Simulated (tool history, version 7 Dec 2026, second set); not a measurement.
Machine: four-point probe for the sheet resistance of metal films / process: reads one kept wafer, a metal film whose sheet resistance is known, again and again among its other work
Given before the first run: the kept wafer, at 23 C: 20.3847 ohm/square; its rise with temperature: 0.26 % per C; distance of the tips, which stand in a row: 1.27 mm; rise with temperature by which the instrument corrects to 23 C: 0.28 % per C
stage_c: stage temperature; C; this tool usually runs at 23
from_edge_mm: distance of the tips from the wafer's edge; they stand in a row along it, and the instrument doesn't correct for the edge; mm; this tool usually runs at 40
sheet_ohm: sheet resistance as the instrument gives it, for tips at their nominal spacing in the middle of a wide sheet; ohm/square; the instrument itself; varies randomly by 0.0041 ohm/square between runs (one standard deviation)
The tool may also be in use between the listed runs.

Run 1, hour 0: usual settings. Result: sheet_ohm 20.39504 ohm/square.
Run 2, hour 45.5: usual settings. Result: sheet_ohm 20.389439 ohm/square.
Run 3, hour 100.4: usual settings. Result: sheet_ohm 20.394359 ohm/square.
Run 4, hour 152.4: usual settings but stage_c 30 C. Result: sheet_ohm 20.361625 ohm/square.
Run 5, hour 245.1: usual settings. Result: sheet_ohm 20.402669 ohm/square.
Run 6, hour 339.9: usual settings. Result: sheet_ohm 20.394225 ohm/square.
Run 7, hour 415: usual settings but from_edge_mm 6 mm. Result: sheet_ohm 20.862997 ohm/square.
Run 8, hour 481.7: usual settings but from_edge_mm 6 mm. Result: sheet_ohm 20.867939 ohm/square.
Run 9, hour 568.2: usual settings but from_edge_mm 6 mm. Result: sheet_ohm 20.859997 ohm/square.
Run 10, hour 669.3: usual settings. Result: sheet_ohm 20.394598 ohm/square.
Run 11, hour 726.9: usual settings. Result: sheet_ohm 20.394685 ohm/square.
Run 12, hour 817.3: usual settings. Result: sheet_ohm 20.392702 ohm/square.
Run 13, hour 925.9: usual settings. Result: sheet_ohm 20.38421 ohm/square.
Run 14, hour 1011.6: usual settings but from_edge_mm 55 mm. Result: sheet_ohm 20.392361 ohm/square.
Run 15, hour 1083.5: usual settings but from_edge_mm 55 mm. Result: sheet_ohm 20.394172 ohm/square.
Run 16, hour 1160.5: usual settings but from_edge_mm 55 mm. Result: sheet_ohm 20.386948 ohm/square.
Run 17, hour 1206.5: usual settings but from_edge_mm 55 mm. Result: sheet_ohm 20.39 ohm/square.
Run 18, hour 1293.4: usual settings but from_edge_mm 55 mm. Result: sheet_ohm 20.390231 ohm/square.
Run 19, hour 1377.9: usual settings but from_edge_mm 55 mm. Result: sheet_ohm 20.398147 ohm/square.
Run 20, hour 1449.9: usual settings but from_edge_mm 55 mm. Result: sheet_ohm 20.388128 ohm/square.
Run 21, hour 1527.8: usual settings. Result: sheet_ohm 20.387059 ohm/square.
Run 22, hour 1621.4: usual settings. Result: sheet_ohm 20.397188 ohm/square.
Run 23, hour 1689.6: usual settings. Result: sheet_ohm 20.399611 ohm/square.
Run 24, hour 1798.2: usual settings but stage_c 31 C, from_edge_mm 4 mm. Result: sheet_ohm 21.397321 ohm/square.
Run 25, hour 1889.2: usual settings but stage_c 31 C, from_edge_mm 4 mm. Result: sheet_ohm 21.39963 ohm/square.
Run 26, hour 1949.1: usual settings but stage_c 31 C, from_edge_mm 4 mm. Result: sheet_ohm 21.400136 ohm/square.
Run 27, hour 2025.2: usual settings but stage_c 31 C, from_edge_mm 4 mm. Result: sheet_ohm 21.398362 ohm/square.
Run 28, hour 2086.7: usual settings but stage_c 26 C, from_edge_mm 14 mm. Result: sheet_ohm 20.464269 ohm/square.
Run 29, hour 2138.3: usual settings but stage_c 28 C, from_edge_mm 4 mm. Result: sheet_ohm 21.404641 ohm/square.
Run 30, hour 2209.4: usual settings but stage_c 25 C, from_edge_mm 31 mm. Result: sheet_ohm 20.401195 ohm/square.
Run 31, hour 2316.6: usual settings but stage_c 25 C, from_edge_mm 31 mm. Result: sheet_ohm 20.390417 ohm/square.
Run 32, hour 2374.9: usual settings but stage_c 25 C, from_edge_mm 31 mm. Result: sheet_ohm 20.398346 ohm/square.
Run 33, hour 2450.7: usual settings but stage_c 32 C, from_edge_mm 38 mm. Result: sheet_ohm 20.361781 ohm/square.
Run 34, hour 2544.9: usual settings but stage_c 28 C, from_edge_mm 9 mm. Result: sheet_ohm 20.588833 ohm/square.
At hour 2554.9: stage's thermometer calibrated.
Run 35, hour 2631.1: usual settings but from_edge_mm 7 mm. Result: sheet_ohm 20.732932 ohm/square.
Run 36, hour 2723.1: usual settings but from_edge_mm 34 mm. Result: sheet_ohm 20.402242 ohm/square.
Run 37, hour 2806.5: usual settings but stage_c 28 C, from_edge_mm 25 mm. Result: sheet_ohm 20.399133 ohm/square.
Run 38, hour 2853: usual settings but stage_c 28 C, from_edge_mm 25 mm. Result: sheet_ohm 20.390445 ohm/square.
Run 39, hour 2942.2: usual settings but stage_c 28 C, from_edge_mm 25 mm. Result: sheet_ohm 20.401183 ohm/square.
Run 40, hour 3037.2: usual settings but stage_c 24 C. Result: sheet_ohm 20.394077 ohm/square.
Run 41, hour 3101: usual settings but from_edge_mm 62 mm. Result: sheet_ohm 20.389344 ohm/square.
Run 42, hour 3181.4: usual settings but from_edge_mm 15 mm. Result: sheet_ohm 20.466654 ohm/square.

What will run 43 give?
Run 43, hour 3237.4: usual settings but stage_c 21 C, from_edge_mm 20 mm. Result: sheet_ohm ?.

sheet_ohm: 20.436654 ohm/square
With the hidden condition absent and the run-to-run variation left alone, this run would have shown sheet_ohm 20.436141 ohm/square.
